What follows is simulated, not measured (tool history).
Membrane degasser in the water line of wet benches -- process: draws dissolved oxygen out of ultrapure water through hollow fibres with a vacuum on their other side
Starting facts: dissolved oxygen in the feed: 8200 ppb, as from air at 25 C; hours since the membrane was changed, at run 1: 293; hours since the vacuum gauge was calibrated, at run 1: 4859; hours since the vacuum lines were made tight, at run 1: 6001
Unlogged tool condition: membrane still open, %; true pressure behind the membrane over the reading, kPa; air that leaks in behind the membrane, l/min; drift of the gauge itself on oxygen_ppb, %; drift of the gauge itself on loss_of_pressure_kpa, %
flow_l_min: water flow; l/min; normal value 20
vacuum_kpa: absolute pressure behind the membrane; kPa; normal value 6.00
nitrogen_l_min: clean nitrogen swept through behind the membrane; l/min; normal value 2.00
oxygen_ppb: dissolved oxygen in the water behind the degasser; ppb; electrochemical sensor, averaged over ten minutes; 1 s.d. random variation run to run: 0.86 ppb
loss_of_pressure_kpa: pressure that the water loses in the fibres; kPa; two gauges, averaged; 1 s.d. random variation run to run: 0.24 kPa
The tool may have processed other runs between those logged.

run,day,flow_l_min,vacuum_kpa,nitrogen_l_min,hours since the membrane was changed,hours since the vacuum gauge was calibrated,hours since the vacuum lines were made tight,oxygen_ppb,loss_of_pressure_kpa
1,0.000,20,6.00,2.00,293,4859,6001,94.5,62.16
2,2.767,20,6.00,2.00,359,4926,6067,95.1,61.32
3,6.896,20,6.00,2.00,458,5025,6166,93.4,61.66
# day 8.638: seals of the vacuum lines changed
4,9.408,20,6.00,2.00,516,5083,18,91.3,61.95
5,14.879,20,6.00,2.00,648,5214,150,90.8,62.23
6,17.621,20,6.00,2.00,714,5280,216,93.1,61.99
7,20.988,20,6.00,2.00,794,5361,296,92.5,61.87
8,24.033,20,8.30,2.00,867,5434,369,147.0,61.94
9,26.996,20,6.30,1.40,938,5505,441,133.8,61.51
10,32.396,18,6.00,2.38,1068,5635,570,73.7,55.82
11,36.321,14,6.00,3.22,1162,5729,664,42.8,43.09
12,40.812,14,4.13,5.09,1270,5837,772,17.4,43.54
13,43.783,20,6.00,0.83,1341,5908,843,189.9,62.33
14,48.033,22,3.85,4.76,1443,6010,945,34.5,68.04
15,52.112,16,3.85,4.76,1541,6108,1043,20.0,49.90
16,57.817,12,3.85,4.76,1678,6245,1180,12.2,37.64

Each row is a separate what-if for the run after 16, all from the same tool condition, not one after another. Results?
A,61.646,13,3.82,3.70,1770,6337,1272,?,?
B,61.646,14,7.48,1.31,1770,6337,1272,?,?
C,61.646,12,4.02,1.07,1770,6337,1272,?,?

run,oxygen_ppb,loss_of_pressure_kpa
A,17.2,40.78
B,129.3,44.01
C,41.8,37.46
What these runs would have given with no unlogged condition in the tool:
run,oxygen_ppb,loss_of_pressure_kpa
A,11.3,40.16
B,113.0,43.34
C,25.4,36.89
